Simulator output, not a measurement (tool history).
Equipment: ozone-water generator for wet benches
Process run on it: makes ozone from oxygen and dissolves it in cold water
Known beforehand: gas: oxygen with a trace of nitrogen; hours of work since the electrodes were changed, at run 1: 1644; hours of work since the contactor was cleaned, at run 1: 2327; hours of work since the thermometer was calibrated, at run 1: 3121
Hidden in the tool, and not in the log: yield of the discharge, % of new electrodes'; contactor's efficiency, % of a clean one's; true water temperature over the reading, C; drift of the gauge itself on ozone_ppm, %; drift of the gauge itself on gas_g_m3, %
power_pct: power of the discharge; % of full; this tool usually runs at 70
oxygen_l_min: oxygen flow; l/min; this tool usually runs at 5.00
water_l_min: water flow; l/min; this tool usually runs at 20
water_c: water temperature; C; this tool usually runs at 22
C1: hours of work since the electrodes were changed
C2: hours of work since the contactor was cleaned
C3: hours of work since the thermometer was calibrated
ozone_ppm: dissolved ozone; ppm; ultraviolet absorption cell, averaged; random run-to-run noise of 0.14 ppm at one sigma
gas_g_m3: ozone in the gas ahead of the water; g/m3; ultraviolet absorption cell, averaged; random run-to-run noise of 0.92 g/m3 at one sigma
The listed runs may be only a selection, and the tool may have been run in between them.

run 1 hour=0.0 | power_pct=70 oxygen_l_min=5.00 water_l_min=20 water_c=22 | C1=1644 C2=2327 C3=3121 | ozone_ppm=15.8 gas_g_m3=150.8
run 2 hour=123.9 | power_pct=70 oxygen_l_min=5.00 water_l_min=20 water_c=22 | C1=1735 C2=2418 C3=3212 | ozone_ppm=15.9 gas_g_m3=151.8
-- hour=196.1 contactor cleaned
run 3 hour=345.2 | power_pct=70 oxygen_l_min=5.00 water_l_min=20 water_c=22 | C1=1894 C2=109 C3=3371 | ozone_ppm=16.1 gas_g_m3=151.2
-- hour=401.2 water thermometer calibrated
run 4 hour=464.1 | power_pct=70 oxygen_l_min=5.00 water_l_min=20 water_c=22 | C1=1981 C2=196 C3=46 | ozone_ppm=16.2 gas_g_m3=149.0
run 5 hour=649.1 | power_pct=70 oxygen_l_min=6.98 water_l_min=20 water_c=22 | C1=2117 C2=332 C3=182 | ozone_ppm=16.5 gas_g_m3=129.8
run 6 hour=751.7 | power_pct=70 oxygen_l_min=6.98 water_l_min=20 water_c=22 | C1=2192 C2=407 C3=257 | ozone_ppm=16.3 gas_g_m3=129.1
run 7 hour=850.2 | power_pct=70 oxygen_l_min=6.98 water_l_min=20 water_c=22 | C1=2264 C2=479 C3=329 | ozone_ppm=16.7 gas_g_m3=131.0
run 8 hour=1011.5 | power_pct=70 oxygen_l_min=6.98 water_l_min=20 water_c=22 | C1=2382 C2=598 C3=448 | ozone_ppm=16.6 gas_g_m3=131.8
run 9 hour=1190.7 | power_pct=70 oxygen_l_min=6.98 water_l_min=20 water_c=22 | C1=2514 C2=729 C3=579 | ozone_ppm=16.3 gas_g_m3=130.0
run 10 hour=1326.9 | power_pct=70 oxygen_l_min=5.00 water_l_min=20 water_c=28 | C1=2614 C2=829 C3=679 | ozone_ppm=14.7 gas_g_m3=149.0
run 11 hour=1446.8 | power_pct=70 oxygen_l_min=5.00 water_l_min=20 water_c=22 | C1=2702 C2=917 C3=767 | ozone_ppm=15.9 gas_g_m3=149.3
run 12 hour=1572.5 | power_pct=70 oxygen_l_min=5.00 water_l_min=20 water_c=22 | C1=2794 C2=1009 C3=859 | ozone_ppm=15.9 gas_g_m3=147.9
run 13 hour=1733.7 | power_pct=70 oxygen_l_min=5.00 water_l_min=20 water_c=22 | C1=2912 C2=1127 C3=977 | ozone_ppm=15.9 gas_g_m3=149.2
run 14 hour=1885.9 | power_pct=70 oxygen_l_min=5.00 water_l_min=20 water_c=22 | C1=3024 C2=1239 C3=1089 | ozone_ppm=15.8 gas_g_m3=147.7
run 15 hour=1996.2 | power_pct=70 oxygen_l_min=5.00 water_l_min=20 water_c=14 | C1=3104 C2=1320 C3=1170 | ozone_ppm=17.5 gas_g_m3=148.3
run 16 hour=2158.5 | power_pct=70 oxygen_l_min=5.00 water_l_min=20 water_c=14 | C1=3223 C2=1439 C3=1288 | ozone_ppm=17.2 gas_g_m3=148.1
run 17 hour=2256.7 | power_pct=70 oxygen_l_min=5.00 water_l_min=20 water_c=14 | C1=3295 C2=1510 C3=1360 | ozone_ppm=17.4 gas_g_m3=146.8
run 18 hour=2357.1 | power_pct=70 oxygen_l_min=3.97 water_l_min=20 water_c=18 | C1=3369 C2=1584 C3=1434 | ozone_ppm=16.0 gas_g_m3=161.2
run 19 hour=2452.1 | power_pct=70 oxygen_l_min=2.51 water_l_min=21 water_c=22 | C1=3439 C2=1654 C3=1504 | ozone_ppm=12.5 gas_g_m3=192.7
run 20 hour=2586.7 | power_pct=50 oxygen_l_min=3.58 water_l_min=26 water_c=17 | C1=3537 C2=1752 C3=1602 | ozone_ppm=10.4 gas_g_m3=141.8
run 21 hour=2798.1 | power_pct=48 oxygen_l_min=3.58 water_l_min=26 water_c=17 | C1=3692 C2=1907 C3=1757 | ozone_ppm=9.9 gas_g_m3=138.9
run 22 hour=3002.9 | power_pct=48 oxygen_l_min=3.58 water_l_min=26 water_c=17 | C1=3842 C2=2058 C3=1908 | ozone_ppm=10.0 gas_g_m3=139.1
run 23 hour=3183.2 | power_pct=48 oxygen_l_min=3.58 water_l_min=26 water_c=26 | C1=3975 C2=2190 C3=2040 | ozone_ppm=9.0 gas_g_m3=138.4
run 24 hour=3373.9 | power_pct=68 oxygen_l_min=2.91 water_l_min=20 water_c=22 | C1=4115 C2=2330 C3=2180 | ozone_ppm=13.6 gas_g_m3=176.7
run 25 hour=3471.0 | power_pct=87 oxygen_l_min=2.91 water_l_min=20 water_c=22 | C1=4186 C2=2401 C3=2251 | ozone_ppm=15.3 gas_g_m3=200.8
-- hour=3571.0 contactor cleaned
run 26 hour=3661.2 | power_pct=87 oxygen_l_min=2.91 water_l_min=20 water_c=22 | C1=4322 C2=66 C3=2387 | ozone_ppm=15.5 gas_g_m3=199.9
run 27 hour=3808.3 | power_pct=70 oxygen_l_min=5.00 water_l_min=20 water_c=16 | C1=4430 C2=174 C3=2495 | ozone_ppm=16.9 gas_g_m3=144.0
run 28 hour=3961.0 | power_pct=70 oxygen_l_min=5.00 water_l_min=19 water_c=16 | C1=4542 C2=286 C3=2607 | ozone_ppm=17.2 gas_g_m3=142.6
run 29 hour=4056.0 | power_pct=84 oxygen_l_min=6.63 water_l_min=25 water_c=21 | C1=4612 C2=356 C3=2677 | ozone_ppm=14.9 gas_g_m3=140.9
run 30 hour=4179.0 | power_pct=66 oxygen_l_min=2.58 water_l_min=30 water_c=20 | C1=4702 C2=446 C3=2767 | ozone_ppm=8.7 gas_g_m3=182.2
run 31 hour=4380.6 | power_pct=65 oxygen_l_min=5.22 water_l_min=30 water_c=20 | C1=4850 C2=594 C3=2915 | ozone_ppm=10.6 gas_g_m3=136.7
run 32 hour=4508.9 | power_pct=73 oxygen_l_min=5.00 water_l_min=20 water_c=22 | C1=4944 C2=688 C3=3009 | ozone_ppm=15.6 gas_g_m3=147.7

Some steps in ozone_ppm, run to run, broken into two amounts with sign: the step expected even without the hidden condition (settings, incoming material, random variation), and the rest, left for the hidden condition together with whatever gauge scatter is not in both the measured and the hidden-condition-free result:
Run 23 -> 24: power_pct 48 -> 68, oxygen_l_min 3.58 -> 2.91, water_l_min 26 -> 20, water_c 26 -> 22. ozone_ppm +4.6 ppm: hidden state -0.5, all else +5.1.
Run 24 -> 25: power_pct 68 -> 87. ozone_ppm +1.7 ppm: hidden state -0.5, all else +2.2.
Run 29 -> 30: power_pct 84 -> 66, oxygen_l_min 6.63 -> 2.58, water_l_min 25 -> 30, water_c 21 -> 20. ozone_ppm -6.2 ppm: hidden state +0.7, all else -6.9.
Run 31 -> 32: power_pct 65 -> 73, oxygen_l_min 5.22 -> 5.00, water_l_min 30 -> 20, water_c 20 -> 22. ozone_ppm +5.0 ppm: hidden state -0.5, all else +5.5.

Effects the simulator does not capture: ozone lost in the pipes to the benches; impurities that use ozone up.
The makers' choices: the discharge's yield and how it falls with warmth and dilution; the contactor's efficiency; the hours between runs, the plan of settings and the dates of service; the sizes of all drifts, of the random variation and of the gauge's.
